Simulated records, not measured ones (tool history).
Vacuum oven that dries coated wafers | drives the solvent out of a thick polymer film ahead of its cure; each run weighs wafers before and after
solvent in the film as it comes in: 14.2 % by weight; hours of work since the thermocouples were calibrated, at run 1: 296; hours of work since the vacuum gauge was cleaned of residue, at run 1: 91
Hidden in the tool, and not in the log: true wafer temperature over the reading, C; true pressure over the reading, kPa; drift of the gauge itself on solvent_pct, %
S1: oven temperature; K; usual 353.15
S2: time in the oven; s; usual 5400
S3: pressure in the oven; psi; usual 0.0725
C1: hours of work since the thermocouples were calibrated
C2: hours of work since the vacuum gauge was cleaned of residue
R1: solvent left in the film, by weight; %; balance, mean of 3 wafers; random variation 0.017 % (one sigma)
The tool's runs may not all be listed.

run,day,S1,S2,S3,C1,C2,R1
1,0.000,353.15,5400,0.0725,296,91,1.64
2,3.479,353.15,5400,0.0725,344,139,1.66
3,5.854,353.15,5880,0.0725,377,171,1.43
4,9.121,353.15,3840,0.0725,421,216,2.71
5,11.067,347.15,3840,0.0725,448,243,4.23
6,14.775,361.15,5400,0.0725,499,294,0.64
7,17.058,361.15,5400,0.0725,530,325,0.65
8,19.983,361.15,5400,0.0725,570,365,0.63
9,23.579,353.15,5400,0.0725,620,414,1.59
10,26.979,343.15,5400,0.0725,667,461,3.96
11,29.450,343.15,5400,0.0725,700,495,3.96
12,31.625,343.15,5400,0.0725,730,525,3.94
13,33.654,343.15,5400,0.0725,758,553,3.89
14,36.388,353.15,5400,0.0725,796,590,1.58
15,38.696,353.15,5400,0.0725,827,622,1.57
16,40.942,353.15,5400,0.0725,858,653,1.59
17,44.625,365.15,5400,0.0725,909,703,0.43
18,47.267,353.15,5400,0.0379,945,740,1.39
19,49.279,357.15,6420,0.0379,973,767,0.59
20,51.788,357.15,6420,0.0379,1007,802,0.59
21,54.383,348.15,4260,0.2522,1043,837,4.44
22,57.638,348.15,4260,0.2522,1087,882,4.43
23,60.279,353.15,8040,0.0690,1124,918,0.84
24,63.454,353.15,8040,0.0690,1167,962,0.86
25,65.067,357.15,7980,0.0634,1189,984,0.57
26,68.342,357.15,7980,0.0634,1234,1029,0.58
27,71.967,363.15,7980,0.2226,1284,1078,1.01
28,75.325,342.15,5400,0.0473,1330,1125,3.88
29,79.021,358.15,6780,0.1240,1381,1175,0.88
30,81.454,358.15,2700,0.1240,1414,1209,2.74
31,83.250,363.15,4620,0.0621,1439,1233,0.62

The same runs without the tool's hidden state, with the same run-to-run variation:
run,R1
1,1.66
2,1.68
3,1.45
4,2.77
5,4.30
6,0.64
7,0.65
8,0.63
9,1.66
10,4.10
11,4.10
12,4.10
13,4.06
14,1.67
15,1.67
16,1.68
17,0.40
18,1.48
19,0.58
20,0.57
21,4.72
22,4.72
23,0.82
24,0.84
25,0.50
26,0.51
27,0.95
28,4.20
29,0.85
30,3.10
31,0.62
